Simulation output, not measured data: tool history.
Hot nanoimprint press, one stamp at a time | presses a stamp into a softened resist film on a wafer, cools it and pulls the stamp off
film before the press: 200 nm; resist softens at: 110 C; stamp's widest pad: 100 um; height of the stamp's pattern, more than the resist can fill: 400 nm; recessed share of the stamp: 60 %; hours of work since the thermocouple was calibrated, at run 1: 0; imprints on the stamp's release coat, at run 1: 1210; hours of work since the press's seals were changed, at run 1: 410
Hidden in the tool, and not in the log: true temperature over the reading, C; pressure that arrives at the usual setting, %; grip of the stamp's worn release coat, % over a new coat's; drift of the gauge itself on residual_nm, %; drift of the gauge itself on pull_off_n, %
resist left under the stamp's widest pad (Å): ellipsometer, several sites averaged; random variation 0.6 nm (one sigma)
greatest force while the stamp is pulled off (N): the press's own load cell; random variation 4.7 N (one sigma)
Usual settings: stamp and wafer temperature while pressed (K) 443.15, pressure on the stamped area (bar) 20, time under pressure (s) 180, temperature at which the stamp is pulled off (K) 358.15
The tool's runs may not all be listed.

run     day  stamp and wafer temperature while pressed (K)  pressure on the stamped area (bar)  time under pressure (s)  temperature at which the stamp is pulled off (K)  hours of work since the thermocouple was calibrated  imprints on the stamp's release coat  hours of work since the press's seals were changed  resist left under the stamp's widest pad (Å)  greatest force while the stamp is pulled off (N)
  1       0                                         443.15                                  20                      180                                            358.15                                                    0                                  1210                                                 410                                          1125                                               239
  2   3.638                                         443.15                                29.1                      180                                            358.15                                                   69                                  1566                                                 478                                           924                                               240
      6.029  -- stamp cleaned and given a new release coat
  3   6.183                                         443.15                                29.1                      180                                            358.15                                                  112                                    16                                                 522                                           924                                               230
  4   8.725                                         443.15                                29.1                      249                                            358.15                                                  160                                   264                                                 570                                           825                                               230
  5  11.167                                         443.15                                12.1                      180                                            358.15                                                  206                                   503                                                 616                                          1405                                               238
  6  14.842                                         443.15                                12.1                      180                                            358.15                                                  276                                   863                                                 686                                          1408                                               234
     16.675  -- plate thermocouple calibrated
  7  18.838                                         447.15                                12.1                      180                                            358.15                                                   41                                  1242                                                 759                                          1213                                               241
  8  21.792                                         447.15                                12.1                      180                                            358.15                                                   97                                  1531                                                 815                                          1217                                               234
     24.383  -- stamp cleaned and given a new release coat
  9    24.6                                         437.15                                  20                      180                                            358.15                                                  145                                    21                                                 863                                          1416                                               229
 10  27.288                                         443.15                                  20                      269                                            358.15                                                  196                                   285                                                 914                                           989                                               230
     29.588  -- press's hydraulic seals changed and the load cell set to zero
 11  31.258                                         443.15                                  20                      269                                            358.15                                                  265                                   640                                                  32                                          1000                                               231
     33.625  -- plate thermocouple calibrated
 12    34.1                                         443.15                                  20                      194                                            358.15                                                    9                                   906                                                  83                                          1100                                               226
 13  36.325                                         443.15                                  23                      180                                            358.15                                                   51                                  1124                                                 125                                          1050                                               226
 14  39.717                                         443.15                                  20                      180                                            357.15                                                  115                                  1456                                                 189                                          1129                                               226
 15  42.038                                         443.15                                16.2                      211                                            358.15                                                  159                                  1683                                                 233                                          1197                                               236
     43.096  -- stamp cleaned and given a new release coat
 16  43.912                                         443.15                                16.2                      211                                            358.15                                                  190                                    79                                                 264                                          1195                                               234
 17  47.038                                         443.15                                  15                      133                                            364.15                                                  249                                   385                                                 323                                          1380                                               221
 18    49.6                                         435.15                                22.8                      177                                            358.15                                                  297                                   636                                                 371                                          1474                                               226
     50.254  -- plate thermocouple calibrated
 19  52.938                                         435.15                                22.8                      177                                            358.15                                                   51                                   950                                                 432                                          1457                                               238
 20  54.562                                         454.15                                27.6                      239                                            362.15                                                   82                                  1110                                                 463                                           510                                               227
 21  56.146                                         454.15                                27.6                      239                                            362.15                                                  111                                  1265                                                 493                                           513                                               225
 22  57.921                                         454.15                                27.6                      223                                            362.15                                                  145                                  1438                                                 526                                           516                                               224
 23  60.371                                         437.15                                12.2                      138                                            352.15                                                  191                                  1678                                                 573                                          1745                                               238
     61.646  -- stamp cleaned and given a new release coat
 24  63.821                                         437.15                                12.2                      138                                            352.15                                                  252                                   213                                                 633                                          1719                                               244
 25  65.679                                         446.15                                12.2                      121                                            352.15                                                  287                                   395                                                 668                                          1384                                               243
     66.758  -- plate thermocouple calibrated
 26  68.883                                         443.15                                  20                       99                                            351.15                                                   40                                   697                                                 727                                          1319                                               244
 27  72.488                                         443.15                                21.7                      222                                            351.15                                                  108                                  1050                                                 795                                          1012                                               233
 28  74.412                                         443.15                                21.7                      161                                            351.15                                                  145                                  1238                                                 831                                          1108                                               241

Hidden state at the last listed run before each entry between runs and at the first one after, where it differs:
Between runs 2 and 3: stamp cleaned and given a new release coat (day 6.029)
  true temperature over the reading, C: 0.01 -> 0.02; pressure that arrives at the usual setting, %: 99.89 -> 99.88; grip of the stamp's worn release coat, % over a new coat's: 0.8 -> 0
Between runs 6 and 7: plate thermocouple calibrated (day 16.675)
  true temperature over the reading, C: 0.03 -> 0.01; pressure that arrives at the usual setting, %: 99.84 -> 99.83; grip of the stamp's worn release coat, % over a new coat's: 0.5 -> 0.7
Between runs 8 and 9: stamp cleaned and given a new release coat (day 24.383)
  pressure that arrives at the usual setting, %: 99.82 -> 99.81; grip of the stamp's worn release coat, % over a new coat's: 0.8 -> 0
Between runs 10 and 11: press's hydraulic seals changed and the load cell set to zero (day 29.588)
  pressure that arrives at the usual setting, %: 99.79 -> 99.99; grip of the stamp's worn release coat, % over a new coat's: 0.1 -> 0.3
Between runs 11 and 12: plate thermocouple calibrated (day 33.625)
  true temperature over the reading, C: 0.03 -> 0; pressure that arrives at the usual setting, %: 99.99 -> 99.98; grip of the stamp's worn release coat, % over a new coat's: 0.3 -> 0.5
Between runs 15 and 16: stamp cleaned and given a new release coat (day 43.096)
  grip of the stamp's worn release coat, % over a new coat's: 0.9 -> 0
Between runs 18 and 19: plate thermocouple calibrated (day 50.254)
  true temperature over the reading, C: 0.03 -> 0; pressure that arrives at the usual setting, %: 99.91 -> 99.9; grip of the stamp's worn release coat, % over a new coat's: 0.3 -> 0.5
Between runs 23 and 24: stamp cleaned and given a new release coat (day 61.646)
  true temperature over the reading, C: 0.01 -> 0.02; pressure that arrives at the usual setting, %: 99.87 -> 99.86; grip of the stamp's worn release coat, % over a new coat's: 0.9 -> 0.1
Between runs 25 and 26: plate thermocouple calibrated (day 66.758)
  true temperature over the reading, C: 0.02 -> 0.01; pressure that arrives at the usual setting, %: 99.85 -> 99.84; grip of the stamp's worn release coat, % over a new coat's: 0.2 -> 0.4
